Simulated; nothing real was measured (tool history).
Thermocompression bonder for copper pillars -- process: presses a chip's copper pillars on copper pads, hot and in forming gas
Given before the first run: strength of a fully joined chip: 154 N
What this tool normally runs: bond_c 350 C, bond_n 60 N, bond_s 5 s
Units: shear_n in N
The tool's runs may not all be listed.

run	hour	bond_c	bond_n	bond_s	shear_n
1	0.0	350	60	5	92.9
2	48.6	350	60	5	91.9
3	86.2	350	65	5	94.5
# hour 111.1: forming gas filter changed
4	120.4	350	75	5	113.2
5	165.5	350	75	5	113.3
6	219.8	350	75	5	115.2
7	247.1	350	75	5	111.7
8	281.8	350	60	5	98.1
9	333.7	350	60	5	98.7
10	360.1	350	60	5	97.2
11	401.3	350	60	5	94.5
12	445.4	330	54	14	104.3
13	496.0	330	54	14	102.1
14	534.0	330	54	3	62.9
15	578.0	337	60	4	80.8
16	621.5	377	64	6	115.9
17	672.3	350	56	5	87.7
18	709.9	350	56	5	87.9
19	754.5	350	85	4	108.9
# hour 782.5: forming gas filter changed
20	810.7	350	85	4	115.5

Each row is a separate what-if for the run after 20, all from the same tool condition, not one after another. Results?
A	863.3	352	56	3	?
B	863.3	336	60	5	?
C	863.3	356	71	3	?
D	863.3	363	60	4	?
E	863.3	369	69	5	?

run	shear_n
A	79.9
B	91.9
C	101.3
D	99.6
E	120.8
Without the tool's unlogged condition, the same runs would have read:
run	shear_n
A	80.1
B	91.9
C	101.7
D	100.1
E	121.6
